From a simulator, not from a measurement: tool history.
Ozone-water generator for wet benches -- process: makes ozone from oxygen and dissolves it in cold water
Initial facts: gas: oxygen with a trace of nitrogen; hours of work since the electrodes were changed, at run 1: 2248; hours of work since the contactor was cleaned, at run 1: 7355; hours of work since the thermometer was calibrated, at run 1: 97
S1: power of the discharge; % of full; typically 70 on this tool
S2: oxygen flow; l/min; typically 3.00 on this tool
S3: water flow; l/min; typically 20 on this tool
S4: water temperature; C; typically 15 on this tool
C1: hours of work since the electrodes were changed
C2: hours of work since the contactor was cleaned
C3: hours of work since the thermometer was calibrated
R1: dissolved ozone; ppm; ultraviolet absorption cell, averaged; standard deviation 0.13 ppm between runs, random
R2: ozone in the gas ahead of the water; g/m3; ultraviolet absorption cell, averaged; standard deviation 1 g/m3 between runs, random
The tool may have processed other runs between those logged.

run    hour  S1    S2  S3  S4    C1    C2    C3    R1     R2
  1     0.0  70  3.00  20  15  2248  7355    97  13.0  167.7
  2    47.9  70  3.00  20  15  2280  7387   129  13.2  167.8
  3   146.4  70  3.00  20  15  2346  7452   194  13.1  168.1
  4   240.5  70  3.00  20  15  2408  7515   257  13.1  167.3
  5   283.1  70  3.00  20  15  2436  7543   285  13.0  167.8
  6   366.2  70  3.00  20  15  2492  7598   340  13.0  168.3
  7   443.2  70  3.00  20  15  2543  7649   391  13.1  166.3
  8   540.7  69  3.00  20  15  2607  7714   456  12.8  165.9
  9   583.1  70  3.00  20  15  2636  7742   484  13.1  167.4
 10   651.9  70  3.00  15  15  2681  7788   530  17.2  167.5
 11   725.0  70  3.00  15  15  2730  7837   578  16.7  166.4
 12   784.7  70  3.00  25  15  2770  7876   618  10.2  166.8
 13   843.9  70  3.00  25  15  2809  7916   657  10.3  167.5
 14   913.0  70  3.00  25  15  2855  7962   703  10.3  166.8
 15  1002.1  70  3.00  25  15  2914  8021   763  10.4  165.1
 16  1044.6  70  3.00  25  15  2942  8049   791  10.1  166.4
 17  1142.7  62  3.38  25  11  3007  8114   856  10.4  148.7
 18  1219.8  70  2.58  12  15  3059  8165   907  20.2  178.1
 19  1270.5  70  2.58  12  15  3092  8199   941  20.1  179.1
 20  1326.0  70  2.58  12  15  3129  8236   978  20.0  179.9
 21  1386.3  70  3.00  20   8  3169  8276  1018  13.5  168.0
 22  1430.6  70  1.71  20  15  3199  8305  1047  10.7  216.3
 23  1503.4  70  1.71  20  15  3247  8354  1096  10.8  215.5
 24  1591.5  70  1.71  20  15  3306  8412  1154  10.7  216.3
     1633.0  -- contactor cleaned
 25  1640.9  59  2.00  13  10  3336     5  1184  17.4  182.8
 26  1723.2  55  1.59  13  10  3390    60  1239  15.7  195.4
 27  1810.8  55  3.37  16  10  3449   118  1297  15.8  139.3
 28  1861.9  56  2.26  27  17  3483   152  1331   7.9  167.5
 29  1908.2  67  2.26  17  14  3513   183  1362  14.4  186.8
 30  1998.8  67  2.26  17  14  3573   243  1422  14.1  183.7
 31  2043.1  41  2.22  19  13  3603   272  1451  10.0  146.1
 32  2085.0  42  2.22  19   9  3631   300  1479  10.4  145.6

Forecast each of these 4 alternatives for the next run:
  A  2170.4  70  3.00  21   9  3687  357  1536   ?   ?
  B  2170.4  42  2.22  27   9  3687  357  1536   ?   ?
  C  2170.4  42  2.96  21  15  3687  357  1536   ?   ?
  D  2170.4  42  4.28  19   9  3687  357  1536   ?   ?

run    R1     R2
  A  13.2  166.1
  B   7.1  147.2
  C   9.6  128.0
  D  12.3  109.2
Stripped of hidden state, with their random variation kept, the same runs would have yielded:
run    R1     R2
  A  13.9  173.3
  B   7.4  151.9
  C  10.0  132.1
  D  12.7  112.8

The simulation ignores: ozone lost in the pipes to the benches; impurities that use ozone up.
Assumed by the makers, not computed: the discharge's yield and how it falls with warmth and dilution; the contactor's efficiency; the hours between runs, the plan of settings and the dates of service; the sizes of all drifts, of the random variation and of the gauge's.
